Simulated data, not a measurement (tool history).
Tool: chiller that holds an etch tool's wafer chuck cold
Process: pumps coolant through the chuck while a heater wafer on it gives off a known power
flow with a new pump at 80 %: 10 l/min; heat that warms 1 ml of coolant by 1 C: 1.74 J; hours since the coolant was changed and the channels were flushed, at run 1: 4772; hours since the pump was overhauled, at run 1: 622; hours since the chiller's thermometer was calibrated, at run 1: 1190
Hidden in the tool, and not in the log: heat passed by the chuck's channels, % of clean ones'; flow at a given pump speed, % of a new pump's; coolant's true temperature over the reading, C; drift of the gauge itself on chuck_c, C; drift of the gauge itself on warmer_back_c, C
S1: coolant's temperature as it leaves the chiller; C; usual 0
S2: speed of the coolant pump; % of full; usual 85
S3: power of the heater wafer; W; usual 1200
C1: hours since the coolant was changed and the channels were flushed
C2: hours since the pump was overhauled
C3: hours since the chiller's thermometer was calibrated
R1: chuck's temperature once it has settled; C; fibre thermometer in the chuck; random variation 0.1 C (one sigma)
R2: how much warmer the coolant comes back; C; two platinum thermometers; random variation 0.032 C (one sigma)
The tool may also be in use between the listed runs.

Run 1, day 0.000: usual settings; C1 4772; C2 622; C3 1190. Result: R1 8.2 C, R2 3.95 C.
Run 2, day 2.217: usual settings but S2 64 % of full; C1 4825; C2 675; C3 1243. Result: R1 10.2 C, R2 5.35 C.
Run 3, day 4.983: usual settings but S2 64 % of full; C1 4892; C2 742; C3 1309. Result: R1 10.3 C, R2 5.32 C.
Run 4, day 9.033: usual settings but S2 93 % of full; C1 4989; C2 839; C3 1407. Result: R1 7.9 C, R2 3.61 C.
Run 5, day 12.042: usual settings but S2 93 % of full; C1 5061; C2 911; C3 1479. Result: R1 7.7 C, R2 3.57 C.
Run 6, day 15.842: usual settings; C1 5152; C2 1002; C3 1570. Result: R1 8.4 C, R2 3.96 C.
Run 7, day 19.646: usual settings but S3 1173 W; C1 5244; C2 1094; C3 1661. Result: R1 8.1 C, R2 3.85 C.
Run 8, day 23.471: usual settings but S3 1173 W; C1 5336; C2 1185; C3 1753. Result: R1 8.1 C, R2 3.91 C.
Run 9, day 26.871: usual settings but S3 1689 W; C1 5417; C2 1267; C3 1835. Result: R1 11.8 C, R2 5.60 C.
Run 10, day 30.533: usual settings; C1 5505; C2 1355; C3 1923. Result: R1 8.4 C, R2 4.00 C.
Run 11, day 34.833: usual settings; C1 5608; C2 1458; C3 2026. Result: R1 8.4 C, R2 4.00 C.
Run 12, day 37.562: usual settings; C1 5674; C2 1524; C3 2091. Result: R1 8.4 C, R2 4.01 C.
Run 13, day 39.512: usual settings but S2 71 % of full; C1 5721; C2 1570; C3 2138. Result: R1 9.5 C, R2 4.80 C.
Run 14, day 43.129: usual settings; C1 5807; C2 1657; C3 2225. Result: R1 8.4 C, R2 4.00 C.
Run 15, day 46.821: usual settings; C1 5896; C2 1746; C3 2313. Result: R1 8.7 C, R2 4.06 C.
Run 16, day 49.550: usual settings but S2 95 % of full; C1 5961; C2 1811; C3 2379. Result: R1 8.0 C, R2 3.59 C.
Run 17, day 53.588: usual settings but S2 74 % of full; C1 6058; C2 1908; C3 2476. Result: R1 9.4 C, R2 4.68 C.
Run 18, day 56.929: usual settings but S2 74 % of full; C1 6139; C2 1988; C3 2556. Result: R1 9.3 C, R2 4.65 C.
Run 19, day 59.283: usual settings but S2 74 % of full; C1 6195; C2 2045; C3 2613. Result: R1 9.5 C, R2 4.67 C.
At day 59.750: chiller's thermometer calibrated.
Run 20, day 62.442: usual settings but S1 6 C, S2 89 % of full, S3 894 W; C1 6270; C2 2120; C3 65. Result: R1 12.1 C, R2 2.86 C.
Run 21, day 66.192: usual settings but S1 -8 C, S2 67 % of full; C1 6360; C2 2210; C3 155. Result: R1 2.1 C, R2 5.13 C.
Run 22, day 68.675: usual settings but S1 -8 C, S2 67 % of full; C1 6419; C2 2269; C3 214. Result: R1 2.1 C, R2 5.21 C.
Run 23, day 72.700: usual settings but S1 -8 C, S2 93 % of full; C1 6516; C2 2366; C3 311. Result: R1 -0.2 C, R2 3.72 C.
Run 24, day 77.192: usual settings but S1 4 C, S2 88 % of full; C1 6624; C2 2474; C3 419. Result: R1 12.5 C, R2 3.88 C.
Run 25, day 79.212: usual settings but S1 4 C, S2 88 % of full; C1 6672; C2 2522; C3 467. Result: R1 12.6 C, R2 3.91 C.
Run 26, day 83.425: usual settings but S1 4 C, S2 88 % of full; C1 6773; C2 2623; C3 568. Result: R1 12.4 C, R2 3.92 C.
Run 27, day 85.721: usual settings but S1 4 C, S2 88 % of full; C1 6829; C2 2678; C3 623. Result: R1 12.4 C, R2 3.94 C.
Run 28, day 89.900: usual settings but S1 4 C, S2 88 % of full, S3 1413 W; C1 6929; C2 2779; C3 724. Result: R1 13.8 C, R2 4.66 C.
Run 29, day 94.050: usual settings but S1 6 C, S3 609 W; C1 7028; C2 2878; C3 823. Result: R1 10.6 C, R2 2.05 C.
Run 30, day 96.096: usual settings but S2 91 % of full, S3 719 W; C1 7078; C2 2927; C3 872. Result: R1 5.1 C, R2 2.31 C.
Run 31, day 99.862: usual settings but S1 6 C, S2 80 % of full; C1 7168; C2 3018; C3 963. Result: R1 15.2 C, R2 4.35 C.
Run 32, day 102.592: usual settings but S1 6 C, S2 80 % of full; C1 7234; C2 3083; C3 1028. Result: R1 15.1 C, R2 4.36 C.
Run 33, day 106.783: usual settings but S1 6 C, S2 60 % of full, S3 739 W; C1 7334; C2 3184; C3 1129. Result: R1 13.0 C, R2 3.61 C.

Forecast each of these 3 alternatives for the next run:
Run A, day 110.596: usual settings but S1 6 C, S2 98 % of full, S3 1340 W; C1 7426; C2 3275; C3 1220. Result: R1 ?, R2 ?.
Run B, day 110.596: usual settings but S2 61 % of full; C1 7426; C2 3275; C3 1220. Result: R1 ?, R2 ?.
Run C, day 110.596: usual settings but S1 8 C, S2 99 % of full, S3 1763 W; C1 7426; C2 3275; C3 1220. Result: R1 ?, R2 ?.

run    R1    R2
  A  15.0  4.02
  B  11.3  5.82
  C  19.6  5.16
Without the tool's hidden state the same runs would have given:
run    R1    R2
  A  14.0  3.80
  B  10.1  5.50
  C  18.3  4.87
